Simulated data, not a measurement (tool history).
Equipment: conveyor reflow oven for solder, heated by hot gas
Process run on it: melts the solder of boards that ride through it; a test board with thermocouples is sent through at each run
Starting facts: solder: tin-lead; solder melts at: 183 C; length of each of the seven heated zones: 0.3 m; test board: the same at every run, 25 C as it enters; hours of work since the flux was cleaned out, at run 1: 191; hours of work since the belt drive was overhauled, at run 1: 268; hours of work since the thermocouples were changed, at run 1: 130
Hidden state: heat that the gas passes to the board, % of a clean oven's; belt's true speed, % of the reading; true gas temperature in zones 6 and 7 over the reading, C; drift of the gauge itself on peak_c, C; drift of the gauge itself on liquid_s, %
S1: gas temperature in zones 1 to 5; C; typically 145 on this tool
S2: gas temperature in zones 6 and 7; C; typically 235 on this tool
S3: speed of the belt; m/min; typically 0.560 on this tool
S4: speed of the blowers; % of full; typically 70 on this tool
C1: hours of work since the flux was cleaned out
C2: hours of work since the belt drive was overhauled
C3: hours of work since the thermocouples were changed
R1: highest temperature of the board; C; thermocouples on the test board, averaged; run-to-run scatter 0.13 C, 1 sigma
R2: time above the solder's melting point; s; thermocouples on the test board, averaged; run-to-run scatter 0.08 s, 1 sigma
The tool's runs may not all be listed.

run	day	S1	S2	S3	S4	C1	C2	C3	R1	R2
1	0.000	145	235	0.560	70	191	268	130	217.6	50.62
2	0.738	145	235	0.560	70	203	281	142	217.6	50.59
3	1.204	145	235	0.560	70	211	288	150	217.5	50.71
# day 1.675: flux residue cleaned out of gas plates and filters
4	2.250	145	235	0.560	70	9	302	164	218.6	51.25
5	2.925	145	235	0.560	70	21	313	175	218.1	51.17
6	3.450	145	235	0.560	70	29	322	183	218.1	51.30
7	3.967	145	226	0.560	70	38	330	192	210.3	45.94
8	4.754	145	235	0.560	70	51	343	205	218.2	50.85
9	5.183	145	235	0.560	70	58	350	212	218.0	51.06
10	5.808	145	235	0.560	70	68	360	222	217.9	51.24
11	6.333	145	247	0.560	70	76	369	231	228.5	56.52
12	6.704	145	248	0.560	70	83	375	237	229.0	57.20
13	7.367	145	248	0.560	70	93	386	248	229.0	57.06
14	8.117	145	248	0.560	70	106	398	260	229.1	57.05
15	8.871	145	248	0.560	70	118	411	272	229.0	57.11
16	9.271	145	248	0.560	70	125	417	279	228.9	57.14
17	9.746	149	248	0.625	58	132	425	287	221.5	47.95
# day 9.950: belt drive overhauled, speed set with a stopwatch
18	10.762	145	235	0.560	55	146	13	301	213.2	46.93
19	11.288	159	235	0.560	56	155	22	309	216.5	55.21
# day 12.175: belt drive overhauled, speed set with a stopwatch, once more
20	12.267	159	235	0.560	56	168	1	323	216.2	54.12
21	12.654	159	235	0.560	56	175	8	329	215.9	54.11
22	13.071	145	235	0.560	81	182	15	336	219.8	52.07
23	13.533	142	245	0.665	74	189	22	343	220.0	42.14
24	14.429	145	243	0.560	55	204	37	358	218.6	50.67
25	14.971	131	232	0.521	85	213	46	367	218.0	50.98
# day 15.333: flux residue cleaned out of gas plates and filters
26	15.696	145	238	0.620	70	6	54	375	217.1	44.89
27	16.229	145	238	0.620	70	15	63	384	217.3	44.88
28	16.671	145	238	0.620	70	22	70	391	217.1	44.74
29	17.438	152	249	0.496	53	35	83	404	229.6	67.18

Alternative continuations, all from the tool just after run 29; predict every row:
A	18.271	145	235	0.645	70	48	97	418	?	?
B	18.271	151	235	0.520	60	48	97	418	?	?
C	18.271	135	240	0.615	53	48	97	418	?	?
D	18.271	135	249	0.496	53	48	97	418	?	?
E	18.271	144	249	0.496	85	48	97	418	?	?

run	R1	R2
A	213.3	40.54
B	218.6	57.08
C	209.9	36.20
D	226.4	59.15
E	237.0	67.46
What these runs would have given with no unlogged condition in the tool:
run	R1	R2
A	214.4	41.25
B	219.7	57.72
C	211.0	37.02
D	227.5	59.78
E	238.2	67.85
